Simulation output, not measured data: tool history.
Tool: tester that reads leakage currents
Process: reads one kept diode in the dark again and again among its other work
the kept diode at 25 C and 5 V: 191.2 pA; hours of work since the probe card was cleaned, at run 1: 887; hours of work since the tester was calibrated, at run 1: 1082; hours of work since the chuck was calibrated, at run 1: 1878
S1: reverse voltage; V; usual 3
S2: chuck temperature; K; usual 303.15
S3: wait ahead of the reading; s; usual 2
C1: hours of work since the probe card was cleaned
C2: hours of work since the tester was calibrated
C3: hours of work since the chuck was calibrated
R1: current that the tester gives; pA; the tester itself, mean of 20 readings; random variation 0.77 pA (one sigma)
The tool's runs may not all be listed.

run    hour     S1      S2    S3    C1    C2    C3       R1
  1       0      3  303.15     2   887  1082  1878   303.93
      112.4  -- chuck's temperature calibrated
  2   216.5      3  303.15  1.71   986  1181    48   265.89
  3   346.2      3  303.15  1.71  1046  1240   108   268.52
  4   468.3      3  303.15  3.72  1102  1297   164   269.65
  5   650.5      3  303.15  3.72  1186  1381   248   270.37
  6   760.4      3  303.15  1.04  1237  1431   298   273.87
  7     906      3  303.15  0.68  1304  1498   365   276.15
  8  1122.8      3  303.15     2  1403  1598   465   277.78
     1288.2  -- probe card cleaned and baked
  9  1288.2      3  302.15     2     0  1673   540   248.75
 10  1376.5      3  302.15     2    41  1713   580   249.49
 11    1515      3  302.15     2   104  1777   644    251.5
 12  1657.3      3  324.15     2   170  1843   710  1708.38
 13  1806.7      3  324.15     2   239  1911   779  1708.35
 14  1984.6      3  324.15     2   321  1993   860  1729.28
 15  2193.9      3  324.15     2   417  2090   957  1739.64
 16  2392.1      3  324.15     2   508  2181  1048  1765.34
 17  2562.4   4.93  293.15  0.52   587  2259  1126   138.63
 18  2729.6   3.56  304.15  2.67   663  2336  1203   342.73
 19  2933.8   3.56  310.15  4.27   757  2430  1297   584.78
 20  3120.8  16.85  303.15  6.33   844  2516  1383   561.87

Some steps in R1 between neighbouring runs. How much of each would the tool show without its hidden state too (settings, what came in, random variation), and how much is left for the hidden state, with any gauge scatter that isn't in both results?
The hidden state here: stray current of the dirty probe card, pA a volt; current scale over the true one, %; true chuck temperature over the reading, C; drift of the gauge itself on leakage_pa, %.
Run 11 -> 12: S2 302.15 -> 324.15. R1 +1456.88 pA: hidden state +95.91, all else +1360.97.
Run 16 -> 17: S1 3 -> 4.93, S2 324.15 -> 293.15, S3 2 -> 0.52. R1 -1626.71 pA: hidden state -144.16, all else -1482.55.
